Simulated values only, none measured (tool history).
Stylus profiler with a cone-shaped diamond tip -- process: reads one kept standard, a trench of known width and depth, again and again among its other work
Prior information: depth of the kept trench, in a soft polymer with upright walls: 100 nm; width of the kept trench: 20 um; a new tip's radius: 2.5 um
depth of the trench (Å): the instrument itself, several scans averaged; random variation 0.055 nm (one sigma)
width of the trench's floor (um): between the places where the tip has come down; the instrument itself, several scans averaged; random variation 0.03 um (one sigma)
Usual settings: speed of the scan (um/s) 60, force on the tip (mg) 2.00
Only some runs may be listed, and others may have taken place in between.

run	day	speed of the scan (um/s)	force on the tip (mg)	depth of the trench (Å)	width of the trench's floor (um)
1	0.000	60	2.00	1009.8	18.19
2	0.717	60	2.00	1011.5	18.21
3	1.171	60	2.00	1010.2	18.22
4	1.779	35	2.00	1009.5	18.36
5	2.521	35	2.00	1010.1	18.36
6	3.246	35	2.00	1010.1	18.34
7	3.829	60	2.00	1010.1	18.21
8	4.338	60	2.00	1010.8	18.25
9	4.671	24	5.35	1020.0	18.48
10	5.392	50	0.87	1006.1	18.15
11	5.833	146	2.00	1010.0	17.75
12	6.200	93	2.75	1012.5	18.10
13	6.879	109	0.89	1007.1	17.59

Consider 5 possible next runs. They are alternatives, not a sequence: every one starts from the tool as it was left by run 13. What does each give?
A	7.467	154	3.16	?	?
B	7.467	24	4.02	?	?
C	7.467	110	2.00	?	?
D	7.467	28	2.96	?	?
E	7.467	109	5.01	?	?

run	depth of the trench (Å)	width of the trench's floor (um)
A	1014.8	17.90
B	1015.8	18.46
C	1010.3	17.90
D	1013.8	18.39
E	1018.1	18.19
What these runs would have given with no unlogged condition in the tool:
run	depth of the trench (Å)	width of the trench's floor (um)
A	1013.8	17.93
B	1014.8	18.49
C	1009.3	17.93
D	1012.8	18.42
E	1017.1	18.22
